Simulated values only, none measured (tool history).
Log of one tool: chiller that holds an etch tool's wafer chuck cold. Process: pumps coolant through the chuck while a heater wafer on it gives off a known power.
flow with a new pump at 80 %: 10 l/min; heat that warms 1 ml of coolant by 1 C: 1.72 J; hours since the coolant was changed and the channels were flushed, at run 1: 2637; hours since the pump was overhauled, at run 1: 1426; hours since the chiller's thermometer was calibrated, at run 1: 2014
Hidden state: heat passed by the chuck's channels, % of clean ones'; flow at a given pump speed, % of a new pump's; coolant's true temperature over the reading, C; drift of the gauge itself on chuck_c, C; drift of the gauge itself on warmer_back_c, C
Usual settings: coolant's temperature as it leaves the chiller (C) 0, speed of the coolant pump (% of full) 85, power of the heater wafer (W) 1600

run	hour	coolant's temperature as it leaves the chiller (C)	speed of the coolant pump (% of full)	power of the heater wafer (W)	hours since the coolant was changed and the channels were flushed	hours since the pump was overhauled	hours since the chiller's thermometer was calibrated	chuck's temperature once it has settled (C)	how much warmer the coolant comes back (C)
1	0.0	0	85	1600	2637	1426	2014	13.9	5.21
2	45.4	0	85	1600	2683	1471	2060	13.7	5.23
3	78.7	0	85	1600	2716	1505	2093	13.7	5.25
4	126.7	0	85	1600	2764	1553	2141	13.8	5.22
5	182.3	0	85	1600	2819	1608	2197	13.9	5.21
6	236.1	0	85	1600	2873	1662	2251	13.8	5.16
7	261.3	0	85	1600	2898	1687	2276	13.8	5.18
8	293.5	0	85	1698	2931	1719	2308	14.7	5.46
9	323.2	0	85	2224	2960	1749	2338	19.2	7.21
10	351.3	0	85	2224	2988	1777	2366	19.2	7.25
11	407.1	0	85	1304	3044	1833	2422	11.2	4.26
12	450.5	0	85	1304	3088	1876	2465	11.4	4.20
13	489.6	0	85	1304	3127	1916	2504	11.4	4.15
14	539.3	0	83	1600	3176	1965	2554	14.2	5.30
15	581.8	0	83	1600	3219	2008	2596	14.2	5.36
16	607.4	-5	85	1600	3245	2033	2622	9.0	5.19
17	649.2	-8	88	986	3286	2075	2664	0.2	3.09
18	704.4	-8	88	986	3342	2130	2719	0.5	3.13
19	735.6	0	79	865	3373	2162	2750	7.8	3.08
20	776.6	0	79	865	3414	2202	2791	7.7	3.06
21	811.0	-1	61	851	3448	2237	2825	8.5	4.01
22	849.8	-1	61	851	3487	2276	2864	8.4	4.09
23	886.5	0	85	1258	3524	2312	2901	10.9	4.14
24	944.2	0	85	1258	3581	2370	2959	10.8	4.11
25	982.6	-2	85	1315	3620	2409	2997	9.4	4.31
26	1016.2	1	80	2220	3653	2442	3031	21.0	7.70
27	1052.0	4	84	891	3689	2478	3066	11.8	2.97
28	1096.6	0	88	1797	3734	2523	3111	15.2	5.64
29	1122.2	4	85	1727	3759	2548	3137	19.1	5.59
30	1181.2	4	85	1379	3818	2607	3196	16.0	4.52
31	1228.0	2	84	1600	3865	2654	3242	16.1	5.28

4 ways to go on from here, each from the tool as it stands after run 31. What would each give?
A	1281.7	2	63	1508	3919	2708	3296	?	?
B	1281.7	-3	70	1600	3919	2708	3296	?	?
C	1281.7	-1	85	1600	3919	2708	3296	?	?
D	1281.7	-3	88	1600	3919	2708	3296	?	?

run	chuck's temperature once it has settled (C)	how much warmer the coolant comes back (C)
A	18.2	6.92
B	13.0	6.53
C	13.0	5.19
D	10.4	5.04
Without the tool's hidden state the same runs would have given:
run	chuck's temperature once it has settled (C)	how much warmer the coolant comes back (C)
A	18.2	6.92
B	13.0	6.53
C	13.0	5.19
D	10.4	5.04

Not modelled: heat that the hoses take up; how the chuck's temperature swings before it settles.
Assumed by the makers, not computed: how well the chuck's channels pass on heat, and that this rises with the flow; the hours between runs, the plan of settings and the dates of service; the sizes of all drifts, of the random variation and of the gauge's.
